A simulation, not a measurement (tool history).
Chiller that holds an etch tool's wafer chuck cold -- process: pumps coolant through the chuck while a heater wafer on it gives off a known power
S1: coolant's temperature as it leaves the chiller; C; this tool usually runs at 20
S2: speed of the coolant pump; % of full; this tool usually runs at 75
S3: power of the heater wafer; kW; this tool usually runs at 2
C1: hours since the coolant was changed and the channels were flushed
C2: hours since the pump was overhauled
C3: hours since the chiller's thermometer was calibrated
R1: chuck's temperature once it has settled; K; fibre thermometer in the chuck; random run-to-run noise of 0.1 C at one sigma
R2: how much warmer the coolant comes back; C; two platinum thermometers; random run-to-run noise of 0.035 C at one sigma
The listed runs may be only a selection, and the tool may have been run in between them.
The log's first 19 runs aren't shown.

| run | day | S1 | S2 | S3 | C1 | C2 | C3 | R1 | R2 |
|---|---|---|---|---|---|---|---|---|---|
| 20 | 31.079 | 10 | 86 | 1.392 | 3605 | 2540 | 2433 | 292.85 | 4.03 |
| 21 | 32.908 | 14 | 75 | 1.419 | 3649 | 2584 | 2477 | 298.05 | 4.73 |
| 22 | 34.725 | 12 | 80 | 2 | 3692 | 2628 | 2520 | 299.95 | 6.3 |
| 23 | 35.867 | 20 | 75 | 2.95 | 3720 | 2655 | 2548 | 316.15 | 9.81 |
|  | 37.512 | coolant changed, channels flushed |
| 24 | 37.95 | 20 | 75 | 2.95 | 11 | 2699 | 2592 | 314.15 | 9.82 |
| 25 | 40.017 | 20 | 75 | 2.95 | 60 | 2749 | 2641 | 314.35 | 9.89 |
| 26 | 41.25 | 20 | 75 | 2.95 | 90 | 2778 | 2671 | 314.15 | 9.85 |
| 27 | 42.438 | 22 | 75 | 2.95 | 118 | 2807 | 2699 | 316.45 | 9.95 |

Expected results for the next run?
| 28 | 44.788 | 27 | 75 | 2 | 175 | 2863 | 2756 | ? | ? |

R1: 314.35 K
R2: 6.64 C
With the hidden condition absent and the run-to-run variation left alone, this run would have shown R1 313.95 K, R2 6.14 C.
